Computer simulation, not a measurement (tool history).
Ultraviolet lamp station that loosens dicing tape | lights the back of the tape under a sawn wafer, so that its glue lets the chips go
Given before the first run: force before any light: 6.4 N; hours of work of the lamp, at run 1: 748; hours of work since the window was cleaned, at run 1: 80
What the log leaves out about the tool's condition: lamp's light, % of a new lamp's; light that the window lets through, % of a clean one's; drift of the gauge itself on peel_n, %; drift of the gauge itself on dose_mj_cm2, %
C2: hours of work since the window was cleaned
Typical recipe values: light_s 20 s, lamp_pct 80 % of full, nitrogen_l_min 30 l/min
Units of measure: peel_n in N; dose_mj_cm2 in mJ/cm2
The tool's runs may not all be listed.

Run 1, hour 0: usual settings; hours of work of the lamp 748; C2 80. Result: peel_n 0.303 N, dose_mj_cm2 384 mJ/cm2.
Run 2, hour 29.9: usual settings; hours of work of the lamp 762; C2 94. Result: peel_n 0.31 N, dose_mj_cm2 374 mJ/cm2.
Run 3, hour 62.2: usual settings; hours of work of the lamp 777; C2 109. Result: peel_n 0.307 N, dose_mj_cm2 370 mJ/cm2.
Run 4, hour 96.3: usual settings; hours of work of the lamp 793; C2 125. Result: peel_n 0.32 N, dose_mj_cm2 362 mJ/cm2.
Run 5, hour 120.2: usual settings; hours of work of the lamp 804; C2 136. Result: peel_n 0.31 N, dose_mj_cm2 364 mJ/cm2.
Run 6, hour 139.6: usual settings but nitrogen_l_min 18 l/min; hours of work of the lamp 813; C2 145. Result: peel_n 0.482 N, dose_mj_cm2 358 mJ/cm2.
Run 7, hour 177.5: usual settings; hours of work of the lamp 830; C2 162. Result: peel_n 0.348 N, dose_mj_cm2 360 mJ/cm2.
Run 8, hour 211.5: usual settings; hours of work of the lamp 846; C2 178. Result: peel_n 0.355 N, dose_mj_cm2 354 mJ/cm2.
Run 9, hour 253.1: usual settings; hours of work of the lamp 866; C2 197. Result: peel_n 0.361 N, dose_mj_cm2 351 mJ/cm2.
Run 10, hour 284.2: usual settings; hours of work of the lamp 880; C2 212. Result: peel_n 0.367 N, dose_mj_cm2 343 mJ/cm2.
At hour 288.3: window cleaned of glue's vapour.
Run 11, hour 318.5: usual settings but light_s 14 s; hours of work of the lamp 896; C2 14. Result: peel_n 0.85 N, dose_mj_cm2 228 mJ/cm2.
Run 12, hour 352: usual settings but nitrogen_l_min 20 l/min; hours of work of the lamp 911; C2 30. Result: peel_n 0.565 N, dose_mj_cm2 320 mJ/cm2.
Run 13, hour 393.7: usual settings but light_s 29 s, lamp_pct 65 % of full, nitrogen_l_min 20 l/min; hours of work of the lamp 931; C2 49. Result: peel_n 0.417 N, dose_mj_cm2 374 mJ/cm2.
Run 14, hour 417.2: usual settings but light_s 17 s, lamp_pct 75 % of full, nitrogen_l_min 29 l/min; hours of work of the lamp 941; C2 60. Result: peel_n 0.722 N, dose_mj_cm2 247 mJ/cm2.
Run 15, hour 453.4: usual settings but light_s 10 s, lamp_pct 60 % of full; hours of work of the lamp 958; C2 77. Result: peel_n 2.219 N, dose_mj_cm2 114 mJ/cm2.
Run 16, hour 487: usual settings but light_s 14 s, lamp_pct 65 % of full, nitrogen_l_min 36 l/min; hours of work of the lamp 974; C2 92. Result: peel_n 1.237 N, dose_mj_cm2 168 mJ/cm2.
At hour 500: window cleaned of glue's vapour, once more.
Run 17, hour 523.2: usual settings but light_s 12 s, lamp_pct 75 % of full, nitrogen_l_min 36 l/min; hours of work of the lamp 990; C2 11. Result: peel_n 0.836 N, dose_mj_cm2 210 mJ/cm2.
Run 18, hour 553.4: usual settings but light_s 10 s, lamp_pct 68 % of full, nitrogen_l_min 19 l/min; hours of work of the lamp 1004; C2 25. Result: peel_n 1.838 N, dose_mj_cm2 159 mJ/cm2.
Run 19, hour 593.9: usual settings but light_s 10 s, lamp_pct 68 % of full, nitrogen_l_min 19 l/min; hours of work of the lamp 1023; C2 44. Result: peel_n 1.901 N, dose_mj_cm2 156 mJ/cm2.
Run 20, hour 612.1: usual settings but light_s 17 s, lamp_pct 72 % of full, nitrogen_l_min 19 l/min; hours of work of the lamp 1032; C2 52. Result: peel_n 0.781 N, dose_mj_cm2 283 mJ/cm2.
Run 21, hour 634.7: usual settings but light_s 34 s, lamp_pct 87 % of full, nitrogen_l_min 34 l/min; hours of work of the lamp 1042; C2 63. Result: peel_n 0.133 N, dose_mj_cm2 672 mJ/cm2.

Each row is a separate what-if for the run after 21, all from the same tool condition, not one after another. Results?
Run A, hour 671: usual settings but nitrogen_l_min 32 l/min; hours of work of the lamp 1059; C2 79. Result: peel_n ?, dose_mj_cm2 ?.
Run B, hour 671: usual settings but nitrogen_l_min 50 l/min; hours of work of the lamp 1059; C2 79. Result: peel_n ?, dose_mj_cm2 ?.
Run C, hour 671: usual settings but lamp_pct 79 % of full, nitrogen_l_min 11 l/min; hours of work of the lamp 1059; C2 79. Result: peel_n ?, dose_mj_cm2 ?.
Run D, hour 671: usual settings but light_s 27 s, lamp_pct 99 % of full; hours of work of the lamp 1059; C2 79. Result: peel_n ?, dose_mj_cm2 ?.
Run E, hour 671: usual settings but lamp_pct 87 % of full, nitrogen_l_min 34 l/min; hours of work of the lamp 1059; C2 79. Result: peel_n ?, dose_mj_cm2 ?.

run  peel_n  dose_mj_cm2
  A   0.332          358
  B   0.249          357
  C   0.706          350
  D   0.144          599
  E   0.263          386
The same runs, with their run-to-run variation unchanged, on a tool lacking any hidden condition would have given:
run  peel_n  dose_mj_cm2
  A    0.21          453
  B   0.164          452
  C   0.435          443
  D   0.126          757
  E   0.174          488
